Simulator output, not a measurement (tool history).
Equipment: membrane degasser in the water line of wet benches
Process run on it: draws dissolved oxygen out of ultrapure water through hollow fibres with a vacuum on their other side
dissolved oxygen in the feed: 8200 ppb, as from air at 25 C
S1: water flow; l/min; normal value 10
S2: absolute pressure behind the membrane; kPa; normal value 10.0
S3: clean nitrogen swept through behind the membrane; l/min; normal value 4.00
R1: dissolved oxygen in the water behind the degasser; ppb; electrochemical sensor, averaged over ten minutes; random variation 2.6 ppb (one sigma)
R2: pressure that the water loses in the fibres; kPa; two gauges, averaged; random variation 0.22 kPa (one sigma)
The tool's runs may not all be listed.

run,hour,S1,S2,S3,R1,R2
1,0.0,10,10.0,4.00,274.2,56.53
# hour 69.7: vacuum gauge calibrated
2,192.5,10,10.0,4.00,280.0,56.94
3,381.3,10,10.0,4.00,277.1,57.04
4,511.1,10,10.0,4.00,280.2,56.80
5,643.3,10,10.0,4.00,280.6,57.03
6,813.9,10,10.0,4.00,278.3,56.60
7,994.2,10,10.0,4.00,281.0,57.12
8,1182.9,10,10.0,4.00,281.5,56.82
9,1361.9,10,10.0,4.00,279.8,57.50
10,1531.7,7,10.4,1.84,153.2,39.90
11,1619.6,7,10.4,1.84,151.6,39.80
12,1709.2,7,10.4,1.84,155.8,39.89
13,1859.8,7,10.4,1.84,152.4,40.01
14,2022.3,7,10.4,3.41,121.7,40.20
15,2177.7,12,20.5,7.15,459.8,68.47
# hour 2332.3: seals of the vacuum lines changed
16,2336.1,12,20.5,7.15,453.4,68.72
17,2455.6,14,10.3,5.17,585.9,80.25

Forecast each of these 3 alternatives for the next run:
A,2585.0,10,10.3,5.17,?,?
B,2585.0,12,11.3,4.00,?,?
C,2585.0,7,6.9,4.00,?,?

run,R1,R2
A,276.1,57.41
B,444.7,68.66
C,99.8,40.10
Without the tool's unlogged condition, the same runs would have read:
run,R1,R2
A,254.2,55.95
B,414.3,66.91
C,89.9,39.08

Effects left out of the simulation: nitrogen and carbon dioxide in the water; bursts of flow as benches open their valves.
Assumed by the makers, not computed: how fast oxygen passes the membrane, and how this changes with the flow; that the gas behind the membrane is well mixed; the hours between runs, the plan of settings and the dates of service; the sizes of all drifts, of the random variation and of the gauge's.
